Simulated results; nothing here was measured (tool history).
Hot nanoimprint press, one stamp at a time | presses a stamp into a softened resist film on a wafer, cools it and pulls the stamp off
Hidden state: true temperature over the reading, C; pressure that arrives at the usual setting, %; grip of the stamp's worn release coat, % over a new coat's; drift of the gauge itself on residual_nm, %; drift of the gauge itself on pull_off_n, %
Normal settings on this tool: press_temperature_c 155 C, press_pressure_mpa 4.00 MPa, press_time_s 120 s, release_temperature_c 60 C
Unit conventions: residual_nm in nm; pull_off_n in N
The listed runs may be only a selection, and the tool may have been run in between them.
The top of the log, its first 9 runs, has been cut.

run     day  press_temperature_c  press_pressure_mpa  press_time_s  release_temperature_c  hours of work since the thermocouple was calibrated  imprints on the stamp's release coat  hours of work since the press's seals were changed  residual_nm  pull_off_n
 10   4.971                  155                4.00           120                     54                                                  242                                   220                                                 322        148.3         232
 11   5.567                  155                4.00           120                     54                                                  248                                   263                                                 328        148.1         231
 12   5.971                  157                4.00           120                     54                                                  252                                   293                                                 332        130.8         234
 13   6.771                  157                4.00           120                     54                                                  260                                   351                                                 340        130.5         236
 14   7.562                  157                4.00           120                     54                                                  268                                   409                                                 348        130.2         236
 15   7.917                  166                4.00           120                     60                                                  272                                   435                                                 352         80.1         222
 16   8.271                  151                3.19           120                     60                                                  275                                   461                                                 355        201.6         224
 17   8.642                  154                3.32            88                     51                                                  279                                   488                                                 359        187.6         242
      9.275  -- stamp cleaned and given a new release coat
 18   9.417                  155                2.52           212                     60                                                  284                                    10                                                 365        143.7         216
 19  10.017                  155                2.52           212                     60                                                  291                                    54                                                 371        142.8         216
 20  10.692                  155                2.79           212                     68                                                  297                                   103                                                 378        136.3         201
 21  11.321                  155                2.79            72                     46                                                  304                                   149                                                 384        209.9         244
 22  11.771                  163                4.00           214                     60                                                  308                                   182                                                 388         72.6         220
 23  12.267                  151                5.42           120                     60                                                  313                                   218                                                 393        159.2         221
 24  12.746                  149                4.00           120                     60                                                  318                                   253                                                 398        201.2         219
 25  13.483                  147                4.00            94                     60                                                  326                                   306                                                 406        244.0         223
 26  14.083                  155                4.00           112                     60                                                  332                                   350                                                 412        147.4         222
 27  14.904                  155                3.59           231                     60                                                  340                                   410                                                 420        114.8         223
 28  15.417                  155                2.69           231                     64                                                  345                                   447                                                 425        133.0         218
 29  15.754                  155                2.69           231                     64                                                  349                                   472                                                 429        134.7         217
     16.583  -- stamp cleaned and given a new release coat
 30  16.842                  157                2.91           181                     60                                                  357                                    19                                                 437        127.1         215

4 ways to go on from here, each from the tool as it stands after run 30. What would each give?
  A  17.488                  148                5.39           120                     53                                                  364                                    66                                                 444            ?           ?
  B  17.488                  159                3.71           157                     60                                                  364                                    66                                                 444            ?           ?
  C  17.488                  157                2.85           181                     46                                                  364                                    66                                                 444            ?           ?
  D  17.488                  144                2.91           140                     60                                                  364                                    66                                                 444            ?           ?

run  residual_nm  pull_off_n
  A        189.9         228
  B        106.4         218
  C        127.8         243
  D        278.1         217
What these runs would have given with no unlogged condition in the tool:
run  residual_nm  pull_off_n
  A        203.7         229
  B        114.2         219
  C        137.4         244
  D        293.0         218

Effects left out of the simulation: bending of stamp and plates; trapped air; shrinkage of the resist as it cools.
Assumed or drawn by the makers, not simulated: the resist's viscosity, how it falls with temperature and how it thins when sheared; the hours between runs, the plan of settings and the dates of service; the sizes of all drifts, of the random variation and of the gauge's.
